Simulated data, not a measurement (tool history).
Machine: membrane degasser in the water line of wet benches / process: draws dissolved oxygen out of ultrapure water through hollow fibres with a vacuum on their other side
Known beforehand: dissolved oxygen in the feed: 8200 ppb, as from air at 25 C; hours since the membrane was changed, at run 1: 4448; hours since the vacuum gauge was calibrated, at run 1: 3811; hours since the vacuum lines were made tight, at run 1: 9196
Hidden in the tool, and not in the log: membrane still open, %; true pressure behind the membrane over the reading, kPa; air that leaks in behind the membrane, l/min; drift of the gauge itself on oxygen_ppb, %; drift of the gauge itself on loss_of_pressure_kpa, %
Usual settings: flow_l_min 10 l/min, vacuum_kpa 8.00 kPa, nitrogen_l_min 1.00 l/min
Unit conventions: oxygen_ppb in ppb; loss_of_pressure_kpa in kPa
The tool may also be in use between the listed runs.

run,day,flow_l_min,vacuum_kpa,nitrogen_l_min,hours since the membrane was changed,hours since the vacuum gauge was calibrated,hours since the vacuum lines were made tight,oxygen_ppb,loss_of_pressure_kpa
1,0.000,10,8.00,1.00,4448,3811,9196,139.5,62.10
2,4.304,12,8.00,1.00,4551,3914,9299,171.1,74.54
3,9.712,10,8.00,1.20,4681,4044,9429,123.4,61.84
# day 11.225: seals of the vacuum lines changed
4,19.175,10,8.00,1.20,4906,4269,191,121.2,62.24
5,23.208,10,7.96,1.20,5003,4366,288,120.7,62.23
6,30.542,10,7.96,1.20,5179,4542,464,121.6,62.08
7,38.133,9,7.96,1.20,5361,4724,646,104.9,55.73
8,44.888,13,8.00,1.00,5523,4886,808,190.4,80.32
9,54.017,13,8.00,1.00,5742,5105,1027,193.3,80.98
10,62.679,13,8.00,1.00,5950,5313,1235,187.8,80.63
11,67.817,13,8.00,0.93,6073,5436,1358,202.7,81.34
12,75.275,13,8.00,0.93,6252,5615,1537,200.3,80.74
13,79.350,10,8.00,0.43,6350,5713,1635,265.1,62.37
14,85.804,10,8.00,0.43,6505,5868,1790,259.7,62.45
15,93.338,10,8.00,1.35,6686,6049,1971,112.9,61.39
16,102.604,10,8.00,1.35,6908,6271,2193,109.7,62.48
17,109.596,10,8.00,1.35,7076,6439,2361,111.2,62.48
18,118.888,10,8.00,1.35,7299,6662,2584,111.3,62.34
19,127.004,10,7.57,2.19,7494,6857,2779,76.4,62.07

For run 20, what comes out?
20,131.675,10,7.57,2.19,7606,6969,2891,?,?

{"run 20": {"oxygen_ppb": 73.6, "loss_of_pressure_kpa": 61.81}}
Without the tool's hidden state the same run would have given oxygen_ppb 73.3 ppb, loss_of_pressure_kpa 61.75 kPa.

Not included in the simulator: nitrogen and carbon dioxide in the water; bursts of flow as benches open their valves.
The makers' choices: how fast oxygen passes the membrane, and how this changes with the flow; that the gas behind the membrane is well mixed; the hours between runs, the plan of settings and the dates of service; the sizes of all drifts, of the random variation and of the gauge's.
